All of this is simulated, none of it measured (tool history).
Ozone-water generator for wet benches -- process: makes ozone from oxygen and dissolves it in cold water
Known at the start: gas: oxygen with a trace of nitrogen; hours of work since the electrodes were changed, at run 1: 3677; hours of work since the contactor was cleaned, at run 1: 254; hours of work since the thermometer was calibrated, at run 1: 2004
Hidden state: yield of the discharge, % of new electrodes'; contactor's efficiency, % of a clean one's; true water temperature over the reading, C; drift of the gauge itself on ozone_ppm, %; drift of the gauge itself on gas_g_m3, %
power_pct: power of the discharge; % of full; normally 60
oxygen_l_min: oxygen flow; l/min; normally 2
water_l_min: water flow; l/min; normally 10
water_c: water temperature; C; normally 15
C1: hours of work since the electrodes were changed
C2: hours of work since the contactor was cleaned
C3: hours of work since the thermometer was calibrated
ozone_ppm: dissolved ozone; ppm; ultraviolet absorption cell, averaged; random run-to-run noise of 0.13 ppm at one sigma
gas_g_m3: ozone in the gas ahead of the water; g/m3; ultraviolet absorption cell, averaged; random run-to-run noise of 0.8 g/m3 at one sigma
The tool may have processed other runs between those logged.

Run 1, hour 0: usual settings; C1 3677; C2 254; C3 2004. Result: ozone_ppm 12 ppm, gas_g_m3 110.9 g/m3.
Run 2, hour 206.7: usual settings; C1 3838; C2 416; C3 2166. Result: ozone_ppm 12.2 ppm, gas_g_m3 110.3 g/m3.
Run 3, hour 302.5: usual settings; C1 3913; C2 491; C3 2241. Result: ozone_ppm 12 ppm, gas_g_m3 110.8 g/m3.
Run 4, hour 482.7: usual settings but water_c 23 C; C1 4054; C2 632; C3 2382. Result: ozone_ppm 10.7 ppm, gas_g_m3 108.4 g/m3.
Run 5, hour 637.6: usual settings but power_pct 50 % of full, water_c 23 C; C1 4175; C2 753; C3 2503. Result: ozone_ppm 9.3 ppm, gas_g_m3 95.2 g/m3.
Run 6, hour 772.6: usual settings but power_pct 50 % of full, water_c 23 C; C1 4281; C2 858; C3 2608. Result: ozone_ppm 9.3 ppm, gas_g_m3 94.8 g/m3.
Run 7, hour 946.4: usual settings but power_pct 76 % of full, water_l_min 12 l/min, water_c 16 C; C1 4417; C2 994; C3 2744. Result: ozone_ppm 12 ppm, gas_g_m3 127.8 g/m3.
Run 8, hour 1055.7: usual settings but power_pct 76 % of full, water_l_min 12 l/min, water_c 16 C; C1 4502; C2 1080; C3 2830. Result: ozone_ppm 11.8 ppm, gas_g_m3 126.9 g/m3.
At hour 1066.2: water thermometer calibrated.
Run 9, hour 1217.4: usual settings but power_pct 76 % of full, water_l_min 12 l/min, water_c 8 C; C1 4628; C2 1206; C3 118. Result: ozone_ppm 12.8 ppm, gas_g_m3 127.7 g/m3.
Run 10, hour 1438: usual settings but power_pct 76 % of full, water_l_min 12 l/min, water_c 8 C; C1 4801; C2 1378; C3 291. Result: ozone_ppm 12.8 ppm, gas_g_m3 127 g/m3.
At hour 1555.7: water thermometer calibrated, once more.
Run 11, hour 1657.6: usual settings but power_pct 43 % of full, water_l_min 13 l/min, water_c 8 C; C1 4972; C2 1550; C3 80. Result: ozone_ppm 7.5 ppm, gas_g_m3 81.9 g/m3.
Run 12, hour 1838.2: usual settings but power_pct 43 % of full, water_l_min 13 l/min, water_c 8 C; C1 5113; C2 1691; C3 221. Result: ozone_ppm 7.7 ppm, gas_g_m3 82.9 g/m3.

Pick out some run-to-run changes in ozone_ppm. Of each, how much would a tool without hidden state show as well, from the settings, what came in and chance, and how much is left for the hidden state and any gauge scatter not in both results compared?
Run 10 -> 11: power_pct 76 -> 43, water_l_min 12 -> 13, water thermometer calibrated, once more. ozone_ppm -5.3 ppm: hidden state +1.9, all else -7.2.
